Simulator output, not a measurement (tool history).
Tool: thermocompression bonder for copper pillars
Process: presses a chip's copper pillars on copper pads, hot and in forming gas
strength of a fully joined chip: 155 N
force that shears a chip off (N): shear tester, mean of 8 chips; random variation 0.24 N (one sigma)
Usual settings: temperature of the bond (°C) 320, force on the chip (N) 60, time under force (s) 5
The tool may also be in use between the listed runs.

| run | hour | temperature of the bond (°C) | force on the chip (N) | time under force (s) | force that shears a chip off (N) |
|---|---|---|---|---|---|
| 1 | 0 | 320 | 60 | 5 | 79.8 |
| 2 | 48.1 | 320 | 60 | 5 | 79.7 |
| 3 | 111.7 | 314 | 60 | 5 | 73.9 |
| 4 | 147.9 | 314 | 60 | 5 | 73.9 |
| 5 | 183.5 | 314 | 60 | 5 | 73.6 |
| 6 | 221.2 | 314 | 60 | 5 | 73.6 |
|  | 228.6 | forming gas filter changed |
| 7 | 283.6 | 320 | 60 | 10 | 100.4 |
| 8 | 363.1 | 320 | 60 | 5 | 80.3 |

Forecast run 9:
| 9 | 442 | 302 | 56 | 5 | ? |

force that shears a chip off (N): 60.9
Without the tool's hidden state the same run would have given force that shears a chip off (N) 60.9.
